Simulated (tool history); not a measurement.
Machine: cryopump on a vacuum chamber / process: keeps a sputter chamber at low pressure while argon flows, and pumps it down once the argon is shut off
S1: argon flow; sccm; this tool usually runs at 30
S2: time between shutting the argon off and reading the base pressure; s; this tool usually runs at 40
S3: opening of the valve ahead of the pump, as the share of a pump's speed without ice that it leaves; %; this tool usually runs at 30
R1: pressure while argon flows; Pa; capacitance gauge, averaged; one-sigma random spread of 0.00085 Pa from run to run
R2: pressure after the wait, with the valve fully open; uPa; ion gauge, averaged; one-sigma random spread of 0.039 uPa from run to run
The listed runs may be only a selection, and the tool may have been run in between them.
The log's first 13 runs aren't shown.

run,hour,S1,S2,S3,R1,R2
14,154.5,30,40,30,0.1742,5.71
15,163.4,38,40,30,0.2214,5.60
16,176.6,30,65,30,0.1737,4.99
17,184.7,20,40,30,0.1161,5.65
18,198.5,14,87,30,0.0808,4.59
19,211.9,14,87,30,0.0804,4.67
20,221.4,38,40,31,0.2148,5.69
# hour 232.3: leaking fittings of the chamber tightened, without venting
21,234.5,38,40,31,0.2133,2.30
22,248.7,54,49,30,0.3136,1.92
23,261.7,39,121,30,0.2257,1.00
24,277.2,30,39,30,0.1741,2.36
25,289.2,30,39,30,0.1748,2.42
26,300.5,30,39,30,0.1733,2.45
27,309.3,14,271,25,0.0970,0.70
28,324.6,14,271,25,0.0976,0.76
29,338.3,15,31,23,0.1140,2.98
30,348.2,40,32,17,0.4062,2.93
31,363.1,50,175,31,0.2838,0.89

Run 32 comes next. What will it give?
32,370.8,23,63,23,?,?

For run 32 the tool returned R1 0.1744 Pa, R2 1.67 uPa.
Take away the tool's hidden state, keep the run-to-run variation as it was, and the same run would have given R1 0.1709 Pa, R2 1.50 uPa.

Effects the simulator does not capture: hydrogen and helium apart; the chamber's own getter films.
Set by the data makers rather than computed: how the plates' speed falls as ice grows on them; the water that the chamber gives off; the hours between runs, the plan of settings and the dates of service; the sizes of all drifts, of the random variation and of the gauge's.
